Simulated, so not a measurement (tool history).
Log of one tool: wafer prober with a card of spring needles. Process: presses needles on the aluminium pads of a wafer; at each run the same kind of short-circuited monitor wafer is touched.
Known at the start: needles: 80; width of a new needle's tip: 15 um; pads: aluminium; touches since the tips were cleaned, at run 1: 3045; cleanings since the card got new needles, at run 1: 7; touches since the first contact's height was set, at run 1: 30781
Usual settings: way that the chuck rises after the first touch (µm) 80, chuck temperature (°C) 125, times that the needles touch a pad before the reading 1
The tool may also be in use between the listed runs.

run   hour  way that the chuck rises after the first touch (µm)  chuck temperature (°C)  times that the needles touch a pad before the reading  touches since the tips were cleaned  cleanings since the card got new needles  touches since the first contact's height was set  resistance of one needle with its contact and lead (mohm)  way that a needle slides on the pad (µm)
  1    0.0                                                   80                     125                                                      1                                 3045                                         7                                             30781                                                        179                                     17.90
       1.5  -- tips cleaned on abrasive film
  2    5.8                                                   80                     125                                                      1                                 1872                                         8                                             33240                                                        181                                     17.93
      10.6  -- tips cleaned on abrasive film
  3   12.3                                                   80                     125                                                      1                                  738                                         9                                             36000                                                        180                                     17.90
  4   16.6                                                   80                     125                                                      1                                 2628                                         9                                             37890                                                        181                                     18.07
      19.4  -- tips cleaned on abrasive film
  5   20.5                                                   80                      55                                                      1                                  498                                        10                                             39527                                                        169                                     18.17
      28.3  -- tips cleaned on abrasive film
  6   28.7                                                   80                      55                                                      1                                  177                                        11                                             43027                                                        168                                     18.00
  7   33.5                                                   80                      55                                                      1                                 2246                                        11                                             45096                                                        171                                     18.06
      37.0  -- tips cleaned on abrasive film
  8   38.4                                                   80                      55                                                      1                                  599                                        12                                             47152                                                        172                                     17.95
  9   45.0                                                   80                      29                                                      1                                 3487                                        12                                             50040                                                        165                                     17.77
      45.7  -- tips cleaned on abrasive film
 10   51.4                                                   80                      29                                                      1                                 2463                                        13                                             52722                                                        166                                     17.71
      54.2  -- tips cleaned on abrasive film
 11   57.3                                                   80                     125                                                      2                                 1355                                        14                                             55261                                                        179                                     18.01
      62.7  -- tips cleaned on abrasive film
 12   66.3                                                   80                     125                                                      2                                 1533                                        15                                             59094                                                        186                                     18.02
      71.2  -- tips cleaned on abrasive film
 13   74.7                                                   80                     125                                                      1                                 1501                                        16                                             62674                                                        181                                     17.90
      80.2  -- tips cleaned on abrasive film
 14   81.5                                                   80                     125                                                      1                                  530                                        17                                             65571                                                        182                                     17.86
 15   88.3                                                   85                      85                                                      3                                 3462                                        17                                             68503                                                        174                                     19.16
      89.1  -- tips cleaned on abrasive film
 16   96.4                                                   73                      66                                                      2                                 3163                                        18                                             71996                                                        171                                     16.56
      97.9  -- tips cleaned on abrasive film
 17  101.0                                                   82                     125                                                      2                                 1327                                        19                                             73913                                                        182                                     18.22
     106.5  -- tips cleaned on abrasive film
 18  109.9                                                   94                      79                                                      1                                 1434                                        20                                             77715                                                        173                                     21.46
     115.0  -- tips cleaned on abrasive film
 19  118.3                                                   75                      33                                                      1                                 1405                                        21                                             81310                                                        162                                     16.85
     123.7  -- tips cleaned on abrasive film
 20  124.5                                                   75                      33                                                      2                                  353                                        22                                             83951                                                        166                                     16.94
     132.2  -- tips cleaned on abrasive film
 21  132.6                                                   81                      36                                                      1                                  174                                        23                                             87398                                                        166                                     18.33
 22  138.5                                                   81                      36                                                      1                                 2759                                        23                                             89983                                                        166                                     18.16
     140.7  -- tips cleaned on abrasive film
 23  146.0                                                   72                     106                                                      2                                 2276                                        24                                             93148                                                        179                                     16.24
     149.3  -- tips cleaned on abrasive film
 24  154.5                                                   72                     106                                                      2                                 2244                                        25                                             96809                                                        181                                     16.36
     157.9  -- tips cleaned on abrasive film
 25  162.4                                                   86                      62                                                      3                                 1931                                        26                                            100148                                                        169                                     19.28
     166.8  -- tips cleaned on abrasive film
 26  167.1                                                   80                      82                                                      1                                  134                                        27                                            102154                                                        175                                     17.62
 27  173.0                                                   80                      53                                                      2                                 2709                                        27                                            104729                                                        170                                     18.00

5 ways to go on from here, each from the tool as it stands after run 27. What would each give?
     175.5  -- tips cleaned on abrasive film
  A  181.4                                                   70                      48                                                      2                                 2554                                        28                                            108293                                                          ?                                         ?
     175.5  -- tips cleaned on abrasive film
  B  181.4                                                   95                     125                                                      2                                 2554                                        28                                            108293                                                          ?                                         ?
     175.5  -- tips cleaned on abrasive film
  C  181.4                                                   62                      53                                                      3                                 2554                                        28                                            108293                                                          ?                                         ?
     175.5  -- tips cleaned on abrasive film
  D  181.4                                                   72                      43                                                      2                                 2554                                        28                                            108293                                                          ?                                         ?
     175.5  -- tips cleaned on abrasive film
  E  181.4                                                   85                      26                                                      2                                 2554                                        28                                            108293                                                          ?                                         ?

run  resistance of one needle with its contact and lead (mohm)  way that a needle slides on the pad (µm)
  A                                                        169                                     15.49
  B                                                        180                                     21.48
  C                                                        167                                     13.71
  D                                                        169                                     16.58
  E                                                        164                                     18.97
Without the tool's hidden state the same runs would have given:
run  resistance of one needle with its contact and lead (mohm)  way that a needle slides on the pad (µm)
  A                                                        168                                     15.50
  B                                                        180                                     21.49
  C                                                        167                                     13.72
  D                                                        169                                     16.59
  E                                                        164                                     18.98

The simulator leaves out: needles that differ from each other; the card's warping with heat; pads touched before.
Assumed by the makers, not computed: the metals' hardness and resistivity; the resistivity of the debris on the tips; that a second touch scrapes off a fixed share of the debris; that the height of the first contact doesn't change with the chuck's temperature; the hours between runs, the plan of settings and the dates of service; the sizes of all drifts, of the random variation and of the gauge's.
